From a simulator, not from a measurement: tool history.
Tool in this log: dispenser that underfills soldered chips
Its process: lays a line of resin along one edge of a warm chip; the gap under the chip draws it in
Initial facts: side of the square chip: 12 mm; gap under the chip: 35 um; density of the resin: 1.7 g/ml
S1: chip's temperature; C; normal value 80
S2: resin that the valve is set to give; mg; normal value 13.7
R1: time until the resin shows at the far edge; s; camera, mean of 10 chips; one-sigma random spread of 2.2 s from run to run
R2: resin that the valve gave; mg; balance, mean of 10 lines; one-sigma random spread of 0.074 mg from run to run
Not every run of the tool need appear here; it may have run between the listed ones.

run 1 hour=0.0 | S1=80 S2=13.7 | R1=295.3 R2=12.64
-- hour=8.3 new syringe of resin
run 2 hour=8.3 | S1=80 S2=16.0 | R1=210.6 R2=14.75
run 3 hour=15.7 | S1=80 S2=16.0 | R1=315.5 R2=14.65
-- hour=23.5 new syringe of resin
run 4 hour=26.8 | S1=80 S2=16.0 | R1=242.7 R2=14.59
-- hour=34.1 dispensing valve cleaned and set on the balance
-- hour=40.0 new syringe of resin
run 5 hour=40.1 | S1=80 S2=13.7 | R1=208.2 R2=13.57
run 6 hour=51.1 | S1=80 S2=13.7 | R1=379.8 R2=13.58
-- hour=55.2 new syringe of resin
run 7 hour=63.4 | S1=73 S2=13.7 | R1=447.4 R2=13.43
-- hour=70.3 new syringe of resin
run 8 hour=71.1 | S1=73 S2=13.7 | R1=300.8 R2=13.41
run 9 hour=81.7 | S1=80 S2=13.7 | R1=393.8 R2=13.50
-- hour=85.3 new syringe of resin
run 10 hour=97.7 | S1=80 S2=13.7 | R1=404.2 R2=13.44
-- hour=100.3 new syringe of resin
run 11 hour=110.7 | S1=80 S2=13.7 | R1=364.8 R2=13.14
-- hour=115.8 new syringe of resin
run 12 hour=125.2 | S1=80 S2=12.3 | R1=364.0 R2=11.72
-- hour=130.4 new syringe of resin
run 13 hour=138.1 | S1=80 S2=14.1 | R1=324.0 R2=13.31
-- hour=145.8 new syringe of resin
run 14 hour=155.2 | S1=80 S2=13.7 | R1=346.8 R2=12.80
-- hour=160.6 new syringe of resin
run 15 hour=171.2 | S1=80 S2=13.7 | R1=362.6 R2=12.75
-- hour=175.5 new syringe of resin
run 16 hour=181.0 | S1=95 S2=13.7 | R1=144.5 R2=12.58
-- hour=189.9 new syringe of resin
run 17 hour=196.3 | S1=95 S2=13.7 | R1=155.6 R2=12.70
-- hour=205.0 new syringe of resin
run 18 hour=213.1 | S1=95 S2=13.7 | R1=173.5 R2=12.36
-- hour=220.1 new syringe of resin
-- hour=221.8 dispensing valve cleaned and set on the balance
run 19 hour=230.7 | S1=95 S2=13.7 | R1=183.1 R2=13.66
-- hour=236.5 new syringe of resin
run 20 hour=241.4 | S1=95 S2=13.7 | R1=145.6 R2=13.53
-- hour=251.8 new syringe of resin
run 21 hour=252.1 | S1=85 S2=12.9 | R1=165.7 R2=12.84
-- hour=254.9 stage's temperature calibrated
-- hour=267.6 new syringe of resin
run 22 hour=267.6 | S1=79 S2=16.3 | R1=225.5 R2=15.79
run 23 hour=275.0 | S1=79 S2=16.3 | R1=340.6 R2=15.92
-- hour=282.8 new syringe of resin
run 24 hour=290.0 | S1=66 S2=11.7 | R1=645.5 R2=11.28
-- hour=297.5 new syringe of resin
run 25 hour=300.6 | S1=81 S2=12.0 | R1=253.1 R2=11.56
-- hour=312.3 new syringe of resin
run 26 hour=316.9 | S1=72 S2=15.4 | R1=395.4 R2=14.71
-- hour=326.9 new syringe of resin
run 27 hour=331.2 | S1=71 S2=13.7 | R1=410.0 R2=12.89
-- hour=341.6 new syringe of resin
run 28 hour=348.3 | S1=71 S2=13.7 | R1=466.1 R2=12.87
-- hour=356.5 new syringe of resin
run 29 hour=364.1 | S1=79 S2=13.3 | R1=358.9 R2=12.30
-- hour=371.2 new syringe of resin
run 30 hour=376.7 | S1=71 S2=14.7 | R1=434.2 R2=13.56
-- hour=385.6 new syringe of resin
run 31 hour=390.1 | S1=71 S2=14.7 | R1=417.9 R2=13.45
-- hour=400.0 new syringe of resin
run 32 hour=400.0 | S1=71 S2=14.7 | R1=330.9 R2=13.38
-- hour=410.1 dispensing valve cleaned and set on the balance
run 33 hour=412.3 | S1=86 S2=17.7 | R1=312.3 R2=17.79
-- hour=416.7 new syringe of resin
run 34 hour=423.7 | S1=91 S2=13.2 | R1=204.5 R2=13.13

Here are 4 independent what-if runs from the current tool condition. What would each one return?
-- hour=432.2 new syringe of resin
run A hour=434.6 | S1=66 S2=12.4 | R1=? R2=?
-- hour=432.2 new syringe of resin
run B hour=434.6 | S1=86 S2=15.8 | R1=? R2=?
-- hour=432.2 new syringe of resin
run C hour=434.6 | S1=93 S2=14.7 | R1=? R2=?
-- hour=432.2 new syringe of resin
run D hour=434.6 | S1=80 S2=14.6 | R1=? R2=?

run=A R1=467.9 R2=12.29
run=B R1=186.1 R2=15.82
run=C R1=140.0 R2=14.57
run=D R1=242.4 R2=14.42
Had the tool no hidden state, the same runs would have come out as:
run=A R1=412.5 R2=12.40
run=B R1=164.1 R2=15.96
run=C R1=123.3 R2=14.70
run=D R1=213.7 R2=14.55

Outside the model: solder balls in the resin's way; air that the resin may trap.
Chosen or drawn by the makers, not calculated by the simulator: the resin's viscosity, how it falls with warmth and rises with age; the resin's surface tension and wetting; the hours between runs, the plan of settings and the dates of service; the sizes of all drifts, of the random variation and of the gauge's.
